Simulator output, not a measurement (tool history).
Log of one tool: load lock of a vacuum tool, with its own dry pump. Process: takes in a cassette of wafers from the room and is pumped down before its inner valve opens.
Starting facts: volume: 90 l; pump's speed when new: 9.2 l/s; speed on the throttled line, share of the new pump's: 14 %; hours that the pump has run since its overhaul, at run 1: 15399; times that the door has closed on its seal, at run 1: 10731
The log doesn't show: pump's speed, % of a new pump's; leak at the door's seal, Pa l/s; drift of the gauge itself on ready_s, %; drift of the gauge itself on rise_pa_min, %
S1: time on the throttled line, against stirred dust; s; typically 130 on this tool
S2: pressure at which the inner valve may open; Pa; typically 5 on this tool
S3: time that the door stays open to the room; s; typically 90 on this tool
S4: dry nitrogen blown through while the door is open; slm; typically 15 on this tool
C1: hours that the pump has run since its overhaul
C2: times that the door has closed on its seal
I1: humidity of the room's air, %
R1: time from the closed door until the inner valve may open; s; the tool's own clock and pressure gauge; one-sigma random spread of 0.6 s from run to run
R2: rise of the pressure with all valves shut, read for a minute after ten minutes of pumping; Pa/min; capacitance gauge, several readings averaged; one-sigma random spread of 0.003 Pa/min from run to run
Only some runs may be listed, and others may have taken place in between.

run 1 day=0 | S1=130 S2=5 S3=90 S4=15 | C1=15399 C2=10731 | I1=43.2 | R1=219 R2=0.081
run 2 day=7.246 | S1=130 S2=5 S3=90 S4=15 | C1=15573 C2=11001 | I1=46.7 | R1=220.3 R2=0.082
run 3 day=12.283 | S1=130 S2=5 S3=90 S4=15 | C1=15693 C2=11189 | I1=44.8 | R1=219.9 R2=0.088
run 4 day=18.838 | S1=130 S2=5 S3=90 S4=15 | C1=15851 C2=11433 | I1=46.9 | R1=220 R2=0.088
run 5 day=26.638 | S1=130 S2=5 S3=90 S4=15 | C1=16038 C2=11724 | I1=45.4 | R1=220.1 R2=0.088
run 6 day=33.521 | S1=130 S2=8 S3=90 S4=15 | C1=16203 C2=11981 | I1=40.9 | R1=214.8 R2=0.093
run 7 day=37.762 | S1=130 S2=5 S3=90 S4=15 | C1=16305 C2=12139 | I1=47.7 | R1=220.6 R2=0.089
run 8 day=41.225 | S1=130 S2=9 S3=90 S4=15 | C1=16388 C2=12268 | I1=42 | R1=213.7 R2=0.093
run 9 day=47.058 | S1=130 S2=9 S3=90 S4=15 | C1=16528 C2=12486 | I1=44 | R1=213 R2=0.096
run 10 day=51.667 | S1=130 S2=9 S3=90 S4=15 | C1=16639 C2=12658 | I1=42.9 | R1=213.7 R2=0.101
run 11 day=57.296 | S1=130 S2=5 S3=90 S4=15 | C1=16774 C2=12868 | I1=46 | R1=220.6 R2=0.098
run 12 day=64.396 | S1=130 S2=5 S3=90 S4=15 | C1=16944 C2=13132 | I1=46 | R1=221.3 R2=0.098
run 13 day=71.067 | S1=130 S2=5 S3=90 S4=15 | C1=17104 C2=13381 | I1=44.3 | R1=221.8 R2=0.098
run 14 day=75.962 | S1=130 S2=5 S3=90 S4=15 | C1=17222 C2=13564 | I1=45.3 | R1=219.8 R2=0.098
run 15 day=80.192 | S1=130 S2=5 S3=90 S4=15 | C1=17323 C2=13722 | I1=48.9 | R1=220.1 R2=0.108
run 16 day=87.404 | S1=130 S2=7 S3=90 S4=4 | C1=17496 C2=13991 | I1=46.8 | R1=215.9 R2=0.118
run 17 day=92.529 | S1=130 S2=6 S3=29 S4=27 | C1=17619 C2=14182 | I1=44.7 | R1=218.4 R2=0.099
run 18 day=97.196 | S1=130 S2=6 S3=71 S4=15 | C1=17731 C2=14356 | I1=46.4 | R1=218.5 R2=0.107
run 19 day=104.621 | S1=130 S2=9 S3=71 S4=4 | C1=17909 C2=14633 | I1=45.1 | R1=212.9 R2=0.119
run 20 day=110.588 | S1=147 S2=9 S3=31 S4=31 | C1=18053 C2=14855 | I1=43 | R1=228.3 R2=0.101
run 21 day=116.279 | S1=130 S2=8 S3=90 S4=21 | C1=18189 C2=15068 | I1=44.4 | R1=216.1 R2=0.11
run 22 day=122.021 | S1=130 S2=8 S3=90 S4=21 | C1=18327 C2=15282 | I1=48.3 | R1=215.7 R2=0.116
run 23 day=128.138 | S1=130 S2=8 S3=132 S4=21 | C1=18474 C2=15510 | I1=45.8 | R1=215 R2=0.12
run 24 day=135.171 | S1=130 S2=8 S3=132 S4=21 | C1=18643 C2=15772 | I1=43.8 | R1=215.3 R2=0.122
run 25 day=142.954 | S1=130 S2=5 S3=90 S4=15 | C1=18829 C2=16063 | I1=45.1 | R1=222.2 R2=0.13
run 26 day=149.529 | S1=130 S2=5 S3=90 S4=15 | C1=18987 C2=16308 | I1=46.6 | R1=220.5 R2=0.128
run 27 day=155.321 | S1=130 S2=5 S3=207 S4=28 | C1=19126 C2=16524 | I1=47 | R1=222.3 R2=0.133
run 28 day=160.338 | S1=130 S2=5 S3=207 S4=28 | C1=19247 C2=16711 | I1=43.4 | R1=220.6 R2=0.127
run 29 day=164.479 | S1=130 S2=5 S3=207 S4=28 | C1=19346 C2=16866 | I1=46.7 | R1=222 R2=0.13
run 30 day=168.067 | S1=130 S2=5 S3=207 S4=28 | C1=19432 C2=16999 | I1=45.6 | R1=222.4 R2=0.126

Pick out some run-to-run changes in R1. Of each, how much would a tool without hidden state show as well, from the settings, what came in and chance, and how much is left for the hidden state and any gauge scatter not in both results compared?
Run 6 -> 7: S2 8 -> 5. R1 +5.8 s: hidden state +0.8, all else +5.
Run 7 -> 8: S2 5 -> 9. R1 -6.9 s: hidden state -0.6, all else -6.3.
Run 10 -> 11: S2 9 -> 5. R1 +6.9 s: hidden state +0.9, all else +6.
Run 19 -> 20: S1 130 -> 147, S3 71 -> 31, S4 4 -> 31. R1 +15.4 s: hidden state -0.2, all else +15.6.
Run 20 -> 21: S1 147 -> 130, S2 9 -> 8, S3 31 -> 90, S4 31 -> 21. R1 -12.2 s: hidden state +0.4, all else -12.6.
Run 24 -> 25: S2 8 -> 5, S3 132 -> 90, S4 21 -> 15. R1 +6.9 s: hidden state +1, all else +5.9.
